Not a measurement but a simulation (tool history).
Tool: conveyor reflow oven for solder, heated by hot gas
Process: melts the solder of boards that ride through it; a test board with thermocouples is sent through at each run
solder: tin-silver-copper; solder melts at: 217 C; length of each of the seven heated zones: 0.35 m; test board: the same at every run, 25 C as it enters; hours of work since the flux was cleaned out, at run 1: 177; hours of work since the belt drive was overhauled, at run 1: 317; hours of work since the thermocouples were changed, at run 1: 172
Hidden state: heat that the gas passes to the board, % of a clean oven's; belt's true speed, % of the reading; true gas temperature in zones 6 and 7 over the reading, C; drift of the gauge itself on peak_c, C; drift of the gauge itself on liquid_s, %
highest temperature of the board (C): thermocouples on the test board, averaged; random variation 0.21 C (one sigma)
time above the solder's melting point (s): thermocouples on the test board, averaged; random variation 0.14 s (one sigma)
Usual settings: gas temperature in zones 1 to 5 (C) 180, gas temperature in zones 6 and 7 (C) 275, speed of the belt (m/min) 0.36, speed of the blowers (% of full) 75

| run | hour | gas temperature in zones 1 to 5 (C) | gas temperature in zones 6 and 7 (C) | speed of the belt (m/min) | speed of the blowers (% of full) | hours of work since the flux was cleaned out | hours of work since the belt drive was overhauled | hours of work since the thermocouples were changed | highest temperature of the board (C) | time above the solder's melting point (s) |
|---|---|---|---|---|---|---|---|---|---|---|
| 1 | 0 | 180 | 275 | 0.36 | 75 | 177 | 317 | 172 | 265.8 | 105.1 |
| 2 | 8.9 | 180 | 275 | 0.36 | 75 | 183 | 323 | 179 | 265.9 | 105 |
| 3 | 25 | 180 | 275 | 0.36 | 75 | 194 | 334 | 190 | 265.5 | 105.1 |
| 4 | 41.1 | 180 | 275 | 0.365 | 75 | 205 | 345 | 201 | 265.3 | 103.2 |
| 5 | 52.5 | 180 | 275 | 0.36 | 88 | 213 | 353 | 209 | 267.5 | 106.3 |
| 6 | 66.9 | 180 | 275 | 0.36 | 88 | 224 | 363 | 219 | 267.2 | 106.6 |
| 7 | 80.9 | 180 | 275 | 0.36 | 75 | 233 | 373 | 229 | 265.3 | 104.9 |
| 8 | 92.8 | 180 | 275 | 0.36 | 75 | 242 | 382 | 237 | 265.2 | 105.1 |
|  | 105.7 | flux residue cleaned out of gas plates and filters |
| 9 | 113.1 | 187 | 275 | 0.36 | 75 | 5 | 392 | 248 | 267.1 | 109.6 |
| 10 | 121.2 | 187 | 275 | 0.36 | 75 | 11 | 398 | 254 | 267 | 109.7 |
| 11 | 133.7 | 187 | 275 | 0.36 | 75 | 20 | 407 | 262 | 266.9 | 109.8 |
| 12 | 146 | 187 | 275 | 0.36 | 75 | 28 | 415 | 271 | 267 | 109.8 |
| 13 | 155.1 | 187 | 275 | 0.36 | 75 | 35 | 422 | 277 | 266.8 | 109.4 |
| 14 | 170.9 | 187 | 275 | 0.36 | 75 | 46 | 433 | 288 | 266.7 | 109.5 |
| 15 | 185.9 | 187 | 275 | 0.36 | 75 | 56 | 443 | 299 | 266.7 | 109.8 |
| 16 | 194.8 | 187 | 275 | 0.36 | 75 | 62 | 450 | 305 | 266.7 | 109.7 |
| 17 | 202.8 | 187 | 275 | 0.36 | 75 | 68 | 455 | 311 | 266.7 | 109.5 |
| 18 | 217.3 | 187 | 275 | 0.36 | 75 | 78 | 465 | 321 | 266.5 | 109.8 |
| 19 | 230.6 | 187 | 275 | 0.36 | 75 | 87 | 475 | 330 | 266.8 | 109.6 |
| 20 | 248.4 | 187 | 275 | 0.36 | 75 | 100 | 487 | 343 | 266 | 109.6 |
| 21 | 263.4 | 177 | 269 | 0.399 | 72 | 111 | 498 | 353 | 256.9 | 86.9 |
| 22 | 275.7 | 182 | 275 | 0.36 | 75 | 119 | 506 | 362 | 265.6 | 106.4 |
| 23 | 288.4 | 182 | 275 | 0.36 | 75 | 128 | 515 | 371 | 266 | 106.7 |
| 24 | 305.7 | 182 | 275 | 0.36 | 75 | 140 | 527 | 383 | 265.6 | 106.4 |
| 25 | 321.3 | 182 | 263 | 0.36 | 69 | 151 | 538 | 394 | 253.7 | 97.1 |
| 26 | 329.2 | 173 | 275 | 0.419 | 75 | 157 | 544 | 399 | 260.7 | 83.4 |
| 27 | 337.5 | 173 | 275 | 0.352 | 59 | 162 | 550 | 405 | 262 | 100.8 |
| 28 | 347.8 | 180 | 283 | 0.36 | 75 | 170 | 557 | 412 | 273 | 109.8 |
| 29 | 357.6 | 180 | 275 | 0.36 | 88 | 176 | 564 | 419 | 267.3 | 106.8 |
| 30 | 371.5 | 180 | 275 | 0.36 | 88 | 186 | 573 | 429 | 267.3 | 106.8 |

The same runs without the tool's hidden state, with the same run-to-run variation:
| run | highest temperature of the board (C) | time above the solder's melting point (s) |
|---|---|---|
| 1 | 266.9 | 105.4 |
| 2 | 267 | 105.3 |
| 3 | 266.7 | 105.5 |
| 4 | 266.5 | 103.6 |
| 5 | 268.9 | 106.7 |
| 6 | 268.6 | 106.9 |
| 7 | 266.7 | 105.4 |
| 8 | 266.7 | 105.5 |
| 9 | 267.6 | 109.2 |
| 10 | 267.5 | 109.3 |
| 11 | 267.4 | 109.4 |
| 12 | 267.6 | 109.4 |
| 13 | 267.5 | 109 |
| 14 | 267.4 | 109.2 |
| 15 | 267.5 | 109.4 |
| 16 | 267.5 | 109.4 |
| 17 | 267.6 | 109.1 |
| 18 | 267.4 | 109.4 |
| 19 | 267.8 | 109.3 |
| 20 | 267.1 | 109.3 |
| 21 | 258.1 | 87.2 |
| 22 | 266.8 | 106.2 |
| 23 | 267.2 | 106.6 |
| 24 | 266.9 | 106.4 |
| 25 | 254.9 | 97.6 |
| 26 | 262.2 | 83.9 |
| 27 | 263.3 | 101 |
| 28 | 274.5 | 109.6 |
| 29 | 268.8 | 106.8 |
| 30 | 268.9 | 106.8 |
